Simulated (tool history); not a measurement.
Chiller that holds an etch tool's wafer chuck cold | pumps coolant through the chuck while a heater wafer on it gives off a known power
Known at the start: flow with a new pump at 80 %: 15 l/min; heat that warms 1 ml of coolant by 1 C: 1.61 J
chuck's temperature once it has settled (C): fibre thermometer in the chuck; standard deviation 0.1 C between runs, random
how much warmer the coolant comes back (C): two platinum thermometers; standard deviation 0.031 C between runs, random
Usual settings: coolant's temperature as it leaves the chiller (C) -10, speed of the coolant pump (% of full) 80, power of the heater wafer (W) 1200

| run | hour | coolant's temperature as it leaves the chiller (C) | speed of the coolant pump (% of full) | power of the heater wafer (W) | chuck's temperature once it has settled (C) | how much warmer the coolant comes back (C) |
|---|---|---|---|---|---|---|
| 1 | 0.0 | -10 | 80 | 1200 | 0.6 | 2.95 |
| 2 | 28.8 | -10 | 80 | 1200 | 0.7 | 2.95 |
| 3 | 51.9 | -10 | 80 | 1200 | 0.9 | 3.00 |
| 4 | 70.2 | -10 | 80 | 1200 | 0.8 | 3.03 |
| 5 | 91.5 | -10 | 80 | 1200 | 0.8 | 2.87 |
| 6 | 116.2 | -10 | 80 | 1200 | 0.9 | 2.93 |
| 7 | 152.3 | -10 | 80 | 1200 | 0.8 | 2.99 |
| 8 | 174.7 | -10 | 80 | 1200 | 0.7 | 2.96 |
| 9 | 198.1 | -6 | 80 | 1200 | 4.8 | 2.91 |
| 10 | 231.5 | -6 | 80 | 1200 | 4.8 | 3.01 |
| 11 | 263.7 | -10 | 80 | 1200 | 0.7 | 2.98 |
| 12 | 293.1 | -10 | 80 | 1200 | 0.8 | 2.94 |
| 13 | 320.4 | -10 | 98 | 1200 | -0.9 | 2.45 |
| 14 | 343.4 | -10 | 98 | 1200 | -0.8 | 2.40 |
| 15 | 372.6 | -10 | 98 | 1200 | -0.9 | 2.36 |
| 16 | 396.8 | -10 | 98 | 1200 | -0.9 | 2.43 |
| 17 | 428.1 | -10 | 98 | 1200 | -1.1 | 2.43 |
| 18 | 455.5 | -10 | 98 | 1200 | -1.1 | 2.38 |
| 19 | 490.5 | -10 | 93 | 805 | -3.4 | 1.70 |
| 20 | 506.0 | -6 | 62 | 1311 | 8.9 | 4.27 |
| 21 | 537.4 | -8 | 63 | 1070 | 4.0 | 3.41 |
| 22 | 553.7 | -8 | 63 | 1070 | 4.1 | 3.45 |
| 23 | 590.6 | -17 | 88 | 703 | -11.2 | 1.53 |
| 24 | 620.4 | -17 | 88 | 703 | -11.2 | 1.63 |
| 25 | 652.5 | -11 | 60 | 1299 | 4.3 | 4.35 |
| 26 | 681.1 | -16 | 62 | 820 | -6.6 | 2.68 |

3 options for the next run, each taken on its own from the tool as it stands now. Forecast them:
| A | 710.6 | -17 | 62 | 820 | ? | ? |
| B | 710.6 | -16 | 62 | 1528 | ? | ? |
| C | 710.6 | -17 | 61 | 990 | ? | ? |

| run | chuck's temperature once it has settled (C) | how much warmer the coolant comes back (C) |
|---|---|---|
| A | -7.7 | 2.61 |
| B | 1.5 | 4.97 |
| C | -5.6 | 3.29 |
Had the tool no hidden state, the same runs would have come out as:
| run | chuck's temperature once it has settled (C) | how much warmer the coolant comes back (C) |
|---|---|---|
| A | -7.7 | 2.61 |
| B | 1.4 | 4.97 |
| C | -5.6 | 3.29 |

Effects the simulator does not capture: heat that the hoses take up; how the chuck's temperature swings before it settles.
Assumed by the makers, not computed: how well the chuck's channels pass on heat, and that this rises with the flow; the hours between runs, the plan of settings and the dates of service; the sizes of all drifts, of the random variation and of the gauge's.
